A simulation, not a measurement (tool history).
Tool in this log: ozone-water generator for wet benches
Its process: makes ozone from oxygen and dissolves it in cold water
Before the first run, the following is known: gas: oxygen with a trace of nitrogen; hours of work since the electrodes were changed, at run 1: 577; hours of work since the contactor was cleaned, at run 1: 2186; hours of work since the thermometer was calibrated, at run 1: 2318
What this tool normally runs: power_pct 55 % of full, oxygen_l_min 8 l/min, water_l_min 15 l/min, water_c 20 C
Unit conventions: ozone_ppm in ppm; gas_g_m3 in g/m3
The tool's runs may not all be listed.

run,hour,power_pct,oxygen_l_min,water_l_min,water_c,hours of work since the electrodes were changed,hours of work since the contactor was cleaned,hours of work since the thermometer was calibrated,ozone_ppm,gas_g_m3
1,0,55,8,15,20,577,2186,2318,30.1,200.7
2,26.3,55,8,15,20,597,2206,2338,30,198.6
3,49.1,55,8,15,20,614,2223,2355,30.1,199.8
4,73.4,55,8,15,20,633,2241,2374,29.7,198.8
5,96.6,55,8,15,26,650,2259,2391,26.5,200.7
6,122.8,55,8,15,26,670,2279,2411,26.6,199.8
7,150.4,55,8,15,26,691,2300,2432,26.5,198.4
8,174.3,91,6.35,15,17,709,2318,2450,41,285.7
9,204.9,55,5.65,15,15,732,2341,2474,32.5,224.6
10,225.5,70,6.05,15,13,748,2357,2489,38,251.9
11,251.6,70,6.05,15,23,768,2377,2509,31.9,245.4

Predict each of these 3 candidate next runs independently; none follows another, all start after run 11:
A,276,78,5.63,15,23,786,2395,2528,?,?
B,276,48,6.05,15,23,786,2395,2528,?,?
C,276,55,8,12,20,786,2395,2528,?,?

run,ozone_ppm,gas_g_m3
A,33.5,269.9
B,25.9,206.6
C,34.4,199.2
What these runs would have given with no unlogged condition in the tool:
run,ozone_ppm,gas_g_m3
A,37,283.6
B,28.3,214.4
C,37.4,207.5
